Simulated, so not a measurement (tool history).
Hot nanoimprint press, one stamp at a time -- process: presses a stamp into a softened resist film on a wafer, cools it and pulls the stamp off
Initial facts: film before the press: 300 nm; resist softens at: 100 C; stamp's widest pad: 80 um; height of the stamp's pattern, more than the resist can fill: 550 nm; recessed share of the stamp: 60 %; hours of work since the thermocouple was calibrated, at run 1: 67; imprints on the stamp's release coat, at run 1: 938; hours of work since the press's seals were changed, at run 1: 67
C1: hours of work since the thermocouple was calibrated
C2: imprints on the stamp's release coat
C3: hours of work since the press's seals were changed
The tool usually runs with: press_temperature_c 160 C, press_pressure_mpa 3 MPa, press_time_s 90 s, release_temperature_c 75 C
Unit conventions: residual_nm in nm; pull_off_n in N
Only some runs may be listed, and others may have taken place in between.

run 1 hour=0 | press_temperature_c=160 press_pressure_mpa=3 press_time_s=90 release_temperature_c=75 | C1=67 C2=938 C3=67 | residual_nm=112.7 pull_off_n=98
run 2 hour=34.2 | press_temperature_c=160 press_pressure_mpa=3 press_time_s=90 release_temperature_c=75 | C1=86 C2=1022 C3=86 | residual_nm=113.6 pull_off_n=96
run 3 hour=83.2 | press_temperature_c=160 press_pressure_mpa=3 press_time_s=90 release_temperature_c=75 | C1=112 C2=1143 C3=112 | residual_nm=112.9 pull_off_n=96
run 4 hour=121.8 | press_temperature_c=160 press_pressure_mpa=3 press_time_s=90 release_temperature_c=75 | C1=134 C2=1238 C3=134 | residual_nm=111.1 pull_off_n=100
run 5 hour=184 | press_temperature_c=160 press_pressure_mpa=3 press_time_s=90 release_temperature_c=75 | C1=168 C2=1392 C3=168 | residual_nm=110.5 pull_off_n=98
-- hour=233.3 stamp cleaned and given a new release coat
run 6 hour=251.6 | press_temperature_c=160 press_pressure_mpa=3 press_time_s=90 release_temperature_c=75 | C1=202 C2=45 C3=202 | residual_nm=111.8 pull_off_n=96
run 7 hour=297.9 | press_temperature_c=160 press_pressure_mpa=3 press_time_s=90 release_temperature_c=75 | C1=227 C2=160 C3=227 | residual_nm=112.8 pull_off_n=98
run 8 hour=339.2 | press_temperature_c=150 press_pressure_mpa=4.24 press_time_s=114 release_temperature_c=77 | C1=250 C2=262 C3=250 | residual_nm=162.1 pull_off_n=93
run 9 hour=382.2 | press_temperature_c=160 press_pressure_mpa=4.74 press_time_s=90 release_temperature_c=69 | C1=273 C2=368 C3=273 | residual_nm=89.9 pull_off_n=106
run 10 hour=441.2 | press_temperature_c=160 press_pressure_mpa=4.61 press_time_s=90 release_temperature_c=69 | C1=306 C2=513 C3=306 | residual_nm=91.9 pull_off_n=107
run 11 hour=487.8 | press_temperature_c=160 press_pressure_mpa=4.61 press_time_s=90 release_temperature_c=69 | C1=331 C2=628 C3=331 | residual_nm=92.8 pull_off_n=104
run 12 hour=541.2 | press_temperature_c=160 press_pressure_mpa=3.81 press_time_s=152 release_temperature_c=65 | C1=361 C2=760 C3=361 | residual_nm=80.8 pull_off_n=109
run 13 hour=578.3 | press_temperature_c=163 press_pressure_mpa=3.81 press_time_s=145 release_temperature_c=65 | C1=381 C2=851 C3=381 | residual_nm=67 pull_off_n=109
-- hour=638.9 plate thermocouple calibrated
run 14 hour=642.3 | press_temperature_c=164 press_pressure_mpa=3 press_time_s=90 release_temperature_c=75 | C1=2 C2=1002 C3=414 | residual_nm=89 pull_off_n=101

Branching from run 14: 3 alternative next runs. What would each branch give?
run A hour=677.7 | press_temperature_c=164 press_pressure_mpa=3 press_time_s=56 release_temperature_c=75 | C1=21 C2=1089 C3=434 | residual_nm=? pull_off_n=?
run B hour=677.7 | press_temperature_c=150 press_pressure_mpa=3.51 press_time_s=90 release_temperature_c=75 | C1=21 C2=1089 C3=434 | residual_nm=? pull_off_n=?
run C hour=677.7 | press_temperature_c=163 press_pressure_mpa=3 press_time_s=168 release_temperature_c=75 | C1=21 C2=1089 C3=434 | residual_nm=? pull_off_n=?

run=A residual_nm=106.8 pull_off_n=96
run=B residual_nm=187.2 pull_off_n=101
run=C residual_nm=69.8 pull_off_n=96
Without the tool's unlogged condition, the same runs would have read:
run=A residual_nm=106.8 pull_off_n=95
run=B residual_nm=187.2 pull_off_n=100
run=C residual_nm=69.7 pull_off_n=95

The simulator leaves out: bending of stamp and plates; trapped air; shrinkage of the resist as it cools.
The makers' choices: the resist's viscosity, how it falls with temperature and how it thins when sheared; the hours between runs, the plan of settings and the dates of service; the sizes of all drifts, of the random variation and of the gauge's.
